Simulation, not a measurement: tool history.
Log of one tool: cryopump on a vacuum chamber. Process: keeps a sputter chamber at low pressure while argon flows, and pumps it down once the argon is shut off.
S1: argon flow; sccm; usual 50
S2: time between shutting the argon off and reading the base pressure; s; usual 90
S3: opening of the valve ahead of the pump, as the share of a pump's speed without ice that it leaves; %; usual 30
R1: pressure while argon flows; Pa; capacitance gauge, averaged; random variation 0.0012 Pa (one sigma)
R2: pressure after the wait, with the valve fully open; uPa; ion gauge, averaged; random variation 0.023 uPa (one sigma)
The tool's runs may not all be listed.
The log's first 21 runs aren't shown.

run	hour	S1	S2	S3	R1	R2
22	339.0	70	211	30	0.3746	1.61
23	356.8	21	52	30	0.1131	2.23
24	375.4	21	52	30	0.1140	2.25
25	384.6	21	66	42	0.0822	2.11
26	403.9	26	45	30	0.1399	2.51
27	422.3	80	45	30	0.4321	2.42
28	436.6	50	98	36	0.2258	1.89
29	451.1	21	38	30	0.1145	2.53
30	459.5	21	38	30	0.1134	2.57
31	478.7	21	38	30	0.1135	2.60
32	487.5	21	38	30	0.1140	2.59
33	497.4	21	38	30	0.1148	2.59

5 ways to go on from here, each from the tool as it stands after run 33. What would each give?
A	506.2	79	42	19	?	?
B	506.2	42	38	58	?	?
C	506.2	50	56	30	?	?
D	506.2	50	52	24	?	?
E	506.2	31	152	53	?	?

run	R1	R2
A	0.6695	2.46
B	0.1224	2.49
C	0.2708	2.24
D	0.3376	2.30
E	0.0976	1.73
Without the tool's hidden state the same runs would have given:
run	R1	R2
A	0.6540	1.22
B	0.1141	1.25
C	0.2610	0.98
D	0.3278	1.05
E	0.0915	0.50
